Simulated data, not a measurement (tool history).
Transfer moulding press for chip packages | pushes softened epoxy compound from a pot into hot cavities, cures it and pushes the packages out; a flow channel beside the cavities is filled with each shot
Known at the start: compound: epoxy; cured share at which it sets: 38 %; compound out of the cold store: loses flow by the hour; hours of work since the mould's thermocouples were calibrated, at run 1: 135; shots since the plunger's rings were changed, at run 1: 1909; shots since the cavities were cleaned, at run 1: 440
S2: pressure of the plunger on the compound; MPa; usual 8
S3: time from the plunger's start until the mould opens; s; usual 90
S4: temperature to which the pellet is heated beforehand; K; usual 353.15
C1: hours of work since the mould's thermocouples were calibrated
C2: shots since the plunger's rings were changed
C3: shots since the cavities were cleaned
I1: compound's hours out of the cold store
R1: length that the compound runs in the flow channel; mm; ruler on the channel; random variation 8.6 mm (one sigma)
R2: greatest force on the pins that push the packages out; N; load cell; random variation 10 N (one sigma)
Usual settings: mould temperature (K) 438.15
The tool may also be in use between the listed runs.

run 1 hour=0 | mould_temperature_(K)=438.15 S2=8 S3=90 S4=353.15 | C1=135 C2=1909 C3=440 | I1=35.2 | R1=898 R2=620
run 2 hour=15.7 | mould_temperature_(K)=438.15 S2=8 S3=90 S4=356.15 | C1=147 C2=2151 C3=682 | I1=22.7 | R1=932 R2=668
-- hour=21.7 cavities cleaned with cleaning compound and waxed
run 3 hour=31 | mould_temperature_(K)=438.15 S2=8 S3=90 S4=356.15 | C1=158 C2=2366 C3=145 | I1=18.9 | R1=927 R2=527
run 4 hour=52.2 | mould_temperature_(K)=438.15 S2=8 S3=90 S4=357.15 | C1=175 C2=2694 C3=473 | I1=35.3 | R1=884 R2=609
-- hour=71.7 cavities cleaned with cleaning compound and waxed
run 5 hour=74 | mould_temperature_(K)=438.15 S2=8 S3=90 S4=353.15 | C1=191 C2=3007 C3=35 | I1=26.1 | R1=912 R2=448
run 6 hour=90.8 | mould_temperature_(K)=438.15 S2=8 S3=90 S4=353.15 | C1=204 C2=3268 C3=296 | I1=28 | R1=919 R2=596
run 7 hour=104.4 | mould_temperature_(K)=438.15 S2=8 S3=90 S4=353.15 | C1=215 C2=3478 C3=506 | I1=17.5 | R1=948 R2=658
-- hour=110.2 plunger's sealing rings changed
run 8 hour=118.9 | mould_temperature_(K)=438.15 S2=8 S3=90 S4=353.15 | C1=224 C2=134 C3=691 | I1=24.4 | R1=953 R2=664
-- hour=124.7 cavities cleaned with cleaning compound and waxed
run 9 hour=136.3 | mould_temperature_(K)=438.15 S2=6.85 S3=90 S4=353.15 | C1=237 C2=380 C3=180 | I1=16.7 | R1=916 R2=530
run 10 hour=147.6 | mould_temperature_(K)=438.15 S2=6.85 S3=90 S4=353.15 | C1=246 C2=556 C3=356 | I1=10.8 | R1=929 R2=594
-- hour=151.1 mould's thermocouples calibrated
run 11 hour=172.8 | mould_temperature_(K)=438.15 S2=6.85 S3=90 S4=353.15 | C1=17 C2=914 C3=714 | I1=36.4 | R1=833 R2=666
-- hour=177.3 cavities cleaned with cleaning compound and waxed
run 12 hour=185.1 | mould_temperature_(K)=438.15 S2=8 S3=95 S4=353.15 | C1=26 C2=1081 C3=121 | I1=23.2 | R1=943 R2=472
-- hour=203.6 mould's thermocouples calibrated, once more
run 13 hour=210.5 | mould_temperature_(K)=443.15 S2=8 S3=90 S4=353.15 | C1=5 C2=1442 C3=482 | I1=8.6 | R1=960 R2=517
-- hour=228.6 cavities cleaned with cleaning compound and waxed
run 14 hour=228.6 | mould_temperature_(K)=438.15 S2=8 S3=90 S4=353.15 | C1=19 C2=1700 C3=0 | I1=36.4 | R1=897 R2=443
run 15 hour=249.2 | mould_temperature_(K)=438.15 S2=8 S3=130 S4=354.15 | C1=35 C2=2019 C3=319 | I1=8.3 | R1=986 R2=450
run 16 hour=264.6 | mould_temperature_(K)=438.15 S2=8 S3=130 S4=354.15 | C1=47 C2=2257 C3=557 | I1=47.1 | R1=848 R2=488
-- hour=278.4 cavities cleaned with cleaning compound and waxed
run 17 hour=284.9 | mould_temperature_(K)=434.15 S2=8 S3=70 S4=353.15 | C1=62 C2=2548 C3=101 | I1=14 | R1=974 R2=1263
run 18 hour=305.3 | mould_temperature_(K)=432.15 S2=8.83 S3=107 S4=357.15 | C1=78 C2=2862 C3=415 | I1=32.4 | R1=951 R2=648
run 19 hour=317.7 | mould_temperature_(K)=446.15 S2=6.65 S3=76 S4=352.15 | C1=88 C2=3055 C3=608 | I1=36.4 | R1=767 R2=581
-- hour=328.9 cavities cleaned with cleaning compound and waxed
run 20 hour=332.8 | mould_temperature_(K)=434.15 S2=6.82 S3=118 S4=353.15 | C1=98 C2=3265 C3=61 | I1=8.6 | R1=927 R2=424
run 21 hour=342.7 | mould_temperature_(K)=434.15 S2=6.82 S3=118 S4=353.15 | C1=106 C2=3418 C3=214 | I1=32.2 | R1=835 R2=454
-- hour=352.4 plunger's sealing rings changed
run 22 hour=363 | mould_temperature_(K)=434.15 S2=6.82 S3=93 S4=363.15 | C1=120 C2=165 C3=490 | I1=34 | R1=882 R2=758
-- hour=381.5 cavities cleaned with cleaning compound and waxed
run 23 hour=387.8 | mould_temperature_(K)=434.15 S2=6.82 S3=93 S4=363.15 | C1=139 C2=524 C3=97 | I1=45.9 | R1=828 R2=559
run 24 hour=407.4 | mould_temperature_(K)=438.15 S2=7.12 S3=90 S4=353.15 | C1=154 C2=829 C3=402 | I1=27.9 | R1=881 R2=604
run 25 hour=422.5 | mould_temperature_(K)=442.15 S2=7.7 S3=90 S4=353.15 | C1=166 C2=1061 C3=634 | I1=47.3 | R1=836 R2=554
-- hour=431.6 cavities cleaned with cleaning compound and waxed
run 26 hour=436 | mould_temperature_(K)=442.15 S2=7.7 S3=90 S4=353.15 | C1=175 C2=1248 C3=69 | I1=35.6 | R1=865 R2=388
run 27 hour=454.2 | mould_temperature_(K)=438.15 S2=8 S3=90 S4=357.15 | C1=190 C2=1529 C3=350 | I1=33.2 | R1=905 R2=589

Run 28 comes next. What will it give?
run 28 hour=475.9 | mould_temperature_(K)=438.15 S2=6.47 S3=90 S4=343.15 | C1=207 C2=1865 C3=686 | I1=24.6 | R1=? R2=?

R1: 851 mm
R2: 679 N
Without the tool's hidden state the same run would have given R1 876 mm, R2 451 N.
